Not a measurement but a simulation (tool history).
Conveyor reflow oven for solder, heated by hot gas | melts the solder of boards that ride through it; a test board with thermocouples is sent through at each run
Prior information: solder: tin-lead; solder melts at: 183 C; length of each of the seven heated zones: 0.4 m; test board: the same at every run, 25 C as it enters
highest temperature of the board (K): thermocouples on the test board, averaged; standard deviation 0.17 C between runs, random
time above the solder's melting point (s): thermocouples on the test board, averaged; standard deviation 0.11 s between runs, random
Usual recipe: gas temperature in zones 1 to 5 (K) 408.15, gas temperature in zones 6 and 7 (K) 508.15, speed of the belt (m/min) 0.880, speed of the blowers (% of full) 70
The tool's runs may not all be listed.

run	hour	gas temperature in zones 1 to 5 (K)	gas temperature in zones 6 and 7 (K)	speed of the belt (m/min)	speed of the blowers (% of full)	highest temperature of the board (K)	time above the solder's melting point (s)
1	0.0	408.15	508.15	0.880	70	487.25	37.5
2	4.6	408.15	508.15	0.880	70	487.05	37.5
3	11.3	408.15	508.15	0.880	70	487.05	37.7
4	21.7	408.15	508.15	0.880	70	487.15	37.4
5	31.0	408.15	508.15	0.880	70	486.55	37.4
6	40.5	408.15	508.15	0.880	70	487.05	37.4
7	49.2	408.15	508.15	0.880	70	486.85	37.3
8	59.3	408.15	508.15	0.880	70	486.85	37.5
9	63.7	408.15	508.15	0.880	70	486.65	37.4
10	69.3	408.15	508.15	0.880	70	486.45	37.4
11	78.5	408.15	508.15	0.880	70	486.75	37.3
12	89.0	408.15	508.15	0.880	70	486.75	37.1
13	98.0	408.15	508.15	0.880	70	486.75	37.1
14	108.6	408.15	508.15	0.880	70	486.35	37.2
# hour 116.7: flux residue cleaned out of gas plates and filters
15	119.0	408.15	508.15	0.880	70	489.35	39.7
# hour 123.7: belt drive overhauled, speed set with a stopwatch
16	133.0	408.15	508.15	0.880	70	489.45	39.3
17	142.6	400.15	503.15	0.880	51	477.25	28.0
# hour 150.6: belt drive overhauled, speed set with a stopwatch, once more
18	155.7	407.15	506.15	0.959	63	482.55	30.8
19	161.6	407.15	506.15	0.959	63	482.25	30.6
20	166.2	407.15	506.15	0.959	63	481.95	30.8
21	172.2	408.15	508.15	0.981	70	485.05	32.3
22	182.3	408.15	508.15	0.774	58	490.25	45.2
23	186.9	408.15	501.15	0.880	58	479.75	32.3
24	195.1	403.15	507.15	0.754	80	494.35	48.7
25	202.5	410.15	508.15	0.967	70	485.85	33.9
26	211.0	408.15	499.15	0.767	59	483.25	40.7
27	216.2	411.15	499.15	0.767	56	482.75	41.3
28	222.2	411.15	499.15	0.792	63	483.55	40.7
29	231.4	408.15	508.15	0.824	70	491.15	43.1
30	237.0	423.15	511.15	0.805	78	499.05	52.6
31	241.5	422.15	508.15	0.880	54	487.05	41.1

Below are 3 alternative next runs, each starting from the tool's condition after run 31. Predict each:
A	247.8	403.15	508.15	0.880	61	?	?
B	247.8	422.15	510.15	0.880	54	?	?
C	247.8	409.15	505.15	0.961	54	?	?

run	highest temperature of the board (K)	time above the solder's melting point (s)
A	485.05	35.0
B	488.65	41.8
C	478.05	27.7
Take away the tool's hidden state, keep each run's random variation, and the runs would have read:
run	highest temperature of the board (K)	time above the solder's melting point (s)
A	485.15	35.2
B	488.75	41.8
C	478.15	27.9
